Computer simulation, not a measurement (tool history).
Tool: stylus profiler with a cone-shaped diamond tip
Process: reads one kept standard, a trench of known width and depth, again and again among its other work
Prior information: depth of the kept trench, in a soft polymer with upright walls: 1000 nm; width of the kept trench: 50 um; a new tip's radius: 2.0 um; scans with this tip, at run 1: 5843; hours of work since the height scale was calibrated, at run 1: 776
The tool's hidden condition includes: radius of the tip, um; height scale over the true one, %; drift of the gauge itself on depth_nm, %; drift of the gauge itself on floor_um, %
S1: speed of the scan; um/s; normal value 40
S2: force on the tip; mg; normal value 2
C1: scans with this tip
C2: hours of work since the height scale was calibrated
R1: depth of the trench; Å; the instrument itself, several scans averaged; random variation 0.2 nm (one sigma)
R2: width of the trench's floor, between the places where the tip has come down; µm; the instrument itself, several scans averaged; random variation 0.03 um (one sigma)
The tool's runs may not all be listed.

run 1 day=0 | S1=40 S2=2 | C1=5843 C2=776 | R1=10099.4 R2=45.52
run 2 day=1.908 | S1=101 S2=2 | C1=6003 C2=797 | R1=10095.3 R2=45.16
run 3 day=3.438 | S1=101 S2=2 | C1=6132 C2=814 | R1=10093.7 R2=45.19
run 4 day=4.721 | S1=108 S2=2 | C1=6240 C2=829 | R1=10096.7 R2=45.08
run 5 day=6.25 | S1=108 S2=2 | C1=6369 C2=846 | R1=10094.2 R2=45.12
run 6 day=8.112 | S1=108 S2=2 | C1=6525 C2=867 | R1=10095.1 R2=45.07
run 7 day=10.404 | S1=108 S2=2 | C1=6718 C2=892 | R1=10092.6 R2=45.06
run 8 day=12.738 | S1=108 S2=2 | C1=6914 C2=918 | R1=10093.7 R2=45
run 9 day=14.371 | S1=108 S2=2 | C1=7052 C2=936 | R1=10089.6 R2=45.05
run 10 day=15.779 | S1=40 S2=2 | C1=7170 C2=952 | R1=10088.5 R2=45.34
run 11 day=17.608 | S1=40 S2=2 | C1=7324 C2=973 | R1=10091 R2=45.35
run 12 day=18.625 | S1=40 S2=2 | C1=7409 C2=984 | R1=10089.1 R2=45.32
run 13 day=20.167 | S1=40 S2=2 | C1=7539 C2=1001 | R1=10091 R2=45.36
run 14 day=21.242 | S1=40 S2=2 | C1=7630 C2=1013 | R1=10087.6 R2=45.33
run 15 day=23.217 | S1=40 S2=2 | C1=7796 C2=1035 | R1=10087.3 R2=45.31
run 16 day=25.471 | S1=40 S2=2 | C1=7985 C2=1060 | R1=10087 R2=45.3
run 17 day=26.912 | S1=40 S2=5.35 | C1=8107 C2=1077 | R1=10198.2 R2=45.37
run 18 day=28.017 | S1=40 S2=5.35 | C1=8199 C2=1089 | R1=10200.2 R2=45.38
run 19 day=29.529 | S1=40 S2=5.35 | C1=8327 C2=1106 | R1=10199.1 R2=45.36
run 20 day=31.233 | S1=40 S2=5.35 | C1=8470 C2=1125 | R1=10202.8 R2=45.32
run 21 day=32.55 | S1=40 S2=1.84 | C1=8581 C2=1140 | R1=10079.7 R2=45.22
run 22 day=34.871 | S1=78 S2=5.68 | C1=8776 C2=1165 | R1=10204 R2=45.22
run 23 day=36.175 | S1=33 S2=0.71 | C1=8886 C2=1180 | R1=10026.2 R2=45.07
run 24 day=38.483 | S1=65 S2=1 | C1=9080 C2=1206 | R1=10036.3 R2=44.92
run 25 day=39.871 | S1=11 S2=4.34 | C1=9196 C2=1221 | R1=10168.7 R2=45.33
run 26 day=41.517 | S1=45 S2=0.68 | C1=9335 C2=1240 | R1=10018.1 R2=44.89
run 27 day=43.554 | S1=13 S2=2.55 | C1=9506 C2=1262 | R1=10102.3 R2=45.33
run 28 day=44.758 | S1=40 S2=1.47 | C1=9607 C2=1276 | R1=10060.5 R2=45.02
run 29 day=46.571 | S1=60 S2=5.05 | C1=9760 C2=1296 | R1=10185.4 R2=45.12
run 30 day=48.696 | S1=22 S2=1.43 | C1=9939 C2=1320 | R1=10057.5 R2=45.12
run 31 day=50.783 | S1=102 S2=2.74 | C1=10114 C2=1343 | R1=10107.3 R2=44.79
run 32 day=52.254 | S1=102 S2=2.74 | C1=10238 C2=1360 | R1=10110.3 R2=44.8
run 33 day=54.038 | S1=102 S2=2.74 | C1=10388 C2=1380 | R1=10110.9 R2=44.69
-- day=54.621 height scale calibrated on a step standard
run 34 day=56.2 | S1=102 S2=2.74 | C1=10568 C2=18 | R1=10153.9 R2=44.73
run 35 day=57.825 | S1=20 S2=1.53 | C1=10705 C2=36 | R1=10100.6 R2=45.16
run 36 day=60.092 | S1=20 S2=1.53 | C1=10896 C2=61 | R1=10101.7 R2=45.11
run 37 day=61.825 | S1=86 S2=2.01 | C1=11041 C2=80 | R1=10118.8 R2=44.72
run 38 day=62.9 | S1=103 S2=2.83 | C1=11132 C2=93 | R1=10154 R2=44.71
run 39 day=64.467 | S1=103 S2=2.83 | C1=11264 C2=110 | R1=10153.9 R2=44.65

Each run again, without the hidden state but with its own random variation kept:
run=1 R1=10125.5 R2=46.28
run=2 R1=10122.2 R2=45.94
run=3 R1=10121.2 R2=45.98
run=4 R1=10124.7 R2=45.89
run=5 R1=10122.7 R2=45.95
run=6 R1=10124.2 R2=45.91
run=7 R1=10122.6 R2=45.93
run=8 R1=10124.6 R2=45.89
run=9 R1=10121 R2=45.95
run=10 R1=10120.5 R2=46.26
run=11 R1=10123.6 R2=46.29
run=12 R1=10122.1 R2=46.27
run=13 R1=10124.6 R2=46.32
run=14 R1=10121.5 R2=46.3
run=15 R1=10121.9 R2=46.3
run=16 R1=10122.4 R2=46.31
run=17 R1=10234.5 R2=46.39
run=18 R1=10236.9 R2=46.41
run=19 R1=10236.3 R2=46.41
run=20 R1=10240.7 R2=46.39
run=21 R1=10117.7 R2=46.3
run=22 R1=10243.4 R2=46.31
run=23 R1=10065.3 R2=46.18
run=24 R1=10076.3 R2=46.05
run=25 R1=10209.9 R2=46.47
run=26 R1=10059.2 R2=46.05
run=27 R1=10144.5 R2=46.51
run=28 R1=10103 R2=46.2
run=29 R1=10229.2 R2=46.32
run=30 R1=10101.5 R2=46.34
run=31 R1=10152.2 R2=46.03
run=32 R1=10155.8 R2=46.05
run=33 R1=10157.1 R2=45.96
run=34 R1=10154.2 R2=46.01
run=35 R1=10101.5 R2=46.46
run=36 R1=10103.4 R2=46.43
run=37 R1=10121.2 R2=46.06
run=38 R1=10156.7 R2=46.05
run=39 R1=10157.2 R2=46.02

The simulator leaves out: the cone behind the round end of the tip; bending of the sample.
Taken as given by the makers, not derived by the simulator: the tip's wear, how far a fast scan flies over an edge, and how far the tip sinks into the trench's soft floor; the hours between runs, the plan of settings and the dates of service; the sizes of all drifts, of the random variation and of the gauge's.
